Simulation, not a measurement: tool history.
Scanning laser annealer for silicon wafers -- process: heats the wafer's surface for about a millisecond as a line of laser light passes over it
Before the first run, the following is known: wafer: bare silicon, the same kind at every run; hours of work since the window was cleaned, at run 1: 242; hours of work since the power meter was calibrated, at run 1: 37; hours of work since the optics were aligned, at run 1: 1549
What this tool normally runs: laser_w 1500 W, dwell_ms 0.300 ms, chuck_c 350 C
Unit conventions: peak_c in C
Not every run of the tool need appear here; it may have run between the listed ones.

run,day,laser_w,dwell_ms,chuck_c,hours of work since the window was cleaned,hours of work since the power meter was calibrated,hours of work since the optics were aligned,peak_c
1,0.000,1500,0.300,350,242,37,1549,1158
2,0.542,1500,0.300,350,248,43,1555,1154
3,1.067,1500,0.300,350,254,50,1561,1155
4,1.604,1500,0.300,350,261,56,1568,1152
5,2.117,1500,0.300,350,267,62,1574,1157
6,2.779,1500,0.300,350,275,70,1582,1154
7,3.388,1500,0.300,350,282,77,1589,1156
8,3.700,1500,0.300,350,286,81,1593,1157
9,4.142,1500,0.300,350,291,86,1598,1154
10,4.588,1500,0.300,350,296,92,1603,1151
11,5.238,1500,0.300,350,304,99,1611,1154
12,5.708,1500,0.300,350,310,105,1617,1155
13,6.450,1500,0.300,360,319,114,1626,1166
14,6.900,1500,0.300,360,324,119,1631,1166
15,7.554,1385,0.245,350,332,127,1639,1010
16,8.050,1385,0.323,365,338,133,1645,1123
17,8.438,1500,0.213,328,342,138,1649,1000
18,8.862,1500,0.213,328,347,143,1654,1000
19,9.525,1385,0.339,350,355,151,1662,1134
20,10.250,1500,0.275,375,364,159,1671,1146
21,10.954,1500,0.275,375,372,168,1679,1146
22,11.425,1500,0.275,375,378,173,1685,1142
23,11.804,1548,0.274,324,382,178,1690,1123
24,12.108,1548,0.274,324,386,181,1693,1122
25,12.679,1548,0.274,324,393,188,1700,1120
26,13.121,1635,0.338,359,398,194,1705,1312
27,13.621,1635,0.338,359,404,199,1711,1311
28,14.146,1500,0.249,379,410,206,1718,1107

Measured result minus the same run's result without the hidden state. Both carry the same run-to-run variation, though not necessarily the same gauge scatter:
The tool's hidden condition here consists of: light that passes the window, % of a clean one's; laser's true power over the reading, %; width of the line over the set one, %; drift of the gauge itself on peak_c, C.
run,peak_c
1,-3
2,-3
3,-2
4,-2
5,-3
6,-3
7,-2
8,-3
9,-3
10,-3
11,-2
12,-3
13,-3
14,-3
15,-2
16,-3
17,-3
18,-3
19,-3
20,-3
21,-3
22,-2
23,-3
24,-3
25,-3
26,-4
27,-3
28,-3
